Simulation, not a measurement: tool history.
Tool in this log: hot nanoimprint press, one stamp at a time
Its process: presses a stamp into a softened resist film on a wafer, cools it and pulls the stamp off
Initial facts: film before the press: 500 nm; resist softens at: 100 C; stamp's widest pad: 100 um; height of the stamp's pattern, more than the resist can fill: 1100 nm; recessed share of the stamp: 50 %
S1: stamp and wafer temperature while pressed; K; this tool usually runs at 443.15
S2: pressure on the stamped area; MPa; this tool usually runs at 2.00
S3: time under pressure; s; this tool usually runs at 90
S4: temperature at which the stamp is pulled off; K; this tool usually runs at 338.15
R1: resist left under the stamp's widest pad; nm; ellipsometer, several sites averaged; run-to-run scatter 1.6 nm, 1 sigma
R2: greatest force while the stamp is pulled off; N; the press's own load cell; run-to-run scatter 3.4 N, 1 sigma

Run 1, hour 0.0: usual settings. Result: R1 257.1 nm, R2 199 N.
Run 2, hour 19.2: usual settings but S1 435.15 K. Result: R1 338.3 nm, R2 201 N.
Run 3, hour 33.9: usual settings but S1 435.15 K. Result: R1 335.6 nm, R2 200 N.
Run 4, hour 44.2: usual settings but S1 435.15 K, S4 335.15 K. Result: R1 333.3 nm, R2 205 N.
Run 5, hour 58.9: usual settings but S1 435.15 K, S4 335.15 K. Result: R1 336.1 nm, R2 203 N.
Run 6, hour 70.6: usual settings but S1 435.15 K, S4 335.15 K. Result: R1 339.3 nm, R2 214 N.
Run 7, hour 89.0: usual settings but S3 89 s. Result: R1 261.1 nm, R2 211 N.
Run 8, hour 100.9: usual settings but S3 89 s. Result: R1 260.4 nm, R2 209 N.
Run 9, hour 121.8: usual settings. Result: R1 259.5 nm, R2 205 N.
Run 10, hour 144.3: usual settings. Result: R1 260.8 nm, R2 202 N.
Run 11, hour 163.0: usual settings but S4 333.15 K. Result: R1 261.8 nm, R2 222 N.
Run 12, hour 182.2: usual settings but S3 120 s. Result: R1 236.6 nm, R2 212 N.
Run 13, hour 204.2: usual settings but S3 84 s. Result: R1 266.5 nm, R2 228 N.
Run 14, hour 216.5: usual settings but S3 113 s. Result: R1 243.9 nm, R2 213 N.
Run 15, hour 238.7: usual settings but S3 113 s. Result: R1 243.6 nm, R2 214 N.
Run 16, hour 250.8: usual settings but S3 113 s. Result: R1 242.5 nm, R2 217 N.
Run 17, hour 263.8: usual settings but S3 113 s. Result: R1 244.2 nm, R2 222 N.
Run 18, hour 277.3: usual settings but S2 2.36 MPa, S3 59 s, S4 328.15 K. Result: R1 279.7 nm, R2 240 N.
Run 19, hour 293.3: usual settings but S1 435.15 K, S2 2.32 MPa, S3 49 s, S4 324.15 K. Result: R1 376.1 nm, R2 251 N.
Run 20, hour 314.0: usual settings but S2 1.89 MPa, S3 52 s, S4 334.15 K. Result: R1 317.8 nm, R2 233 N.
Run 21, hour 330.7: usual settings but S1 448.15 K, S3 47 s. Result: R1 273.6 nm, R2 221 N.
Run 22, hour 345.7: usual settings but S1 433.15 K, S3 47 s, S4 324.15 K. Result: R1 411.6 nm, R2 250 N.
Run 23, hour 358.0: usual settings but S1 433.15 K, S3 47 s, S4 324.15 K. Result: R1 414.0 nm, R2 259 N.
Run 24, hour 378.7: usual settings but S1 433.15 K, S3 47 s, S4 324.15 K. Result: R1 413.1 nm, R2 260 N.
Run 25, hour 390.7: usual settings but S1 440.15 K, S4 332.15 K. Result: R1 292.1 nm, R2 237 N.
Run 26, hour 400.9: usual settings but S1 440.15 K, S4 332.15 K. Result: R1 294.6 nm, R2 237 N.
Run 27, hour 419.1: usual settings but S1 435.15 K, S2 2.59 MPa, S3 70 s, S4 337.15 K. Result: R1 338.5 nm, R2 228 N.
At hour 426.0: stamp cleaned and given a new release coat.
Run 28, hour 441.5: usual settings but S1 435.15 K, S2 2.59 MPa, S3 70 s, S4 337.15 K. Result: R1 339.0 nm, R2 168 N.
Run 29, hour 453.0: usual settings but S1 435.15 K, S2 2.59 MPa, S3 70 s, S4 337.15 K. Result: R1 337.2 nm, R2 170 N.
Run 30, hour 471.2: usual settings but S1 434.15 K, S3 56 s. Result: R1 395.6 nm, R2 172 N.

Forecast each of these 4 alternatives for the next run:
Run A, hour 489.4: usual settings but S1 441.15 K, S2 1.98 MPa, S3 159 s. Result: R1 ?, R2 ?.
Run B, hour 489.4: usual settings but S1 434.15 K, S2 1.87 MPa, S3 89 s, S4 343.15 K. Result: R1 ?, R2 ?.
Run C, hour 489.4: usual settings but S1 449.15 K, S2 1.38 MPa, S3 95 s. Result: R1 ?, R2 ?.
Run D, hour 489.4: usual settings. Result: R1 ?, R2 ?.

run     R1   R2
  A  236.7  166
  B  363.8  161
  C  251.1  168
  D  268.2  166
Without the tool's unlogged condition, the same runs would have read:
run     R1   R2
  A  223.2  159
  B  349.0  155
  C  239.3  161
  D  254.2  159
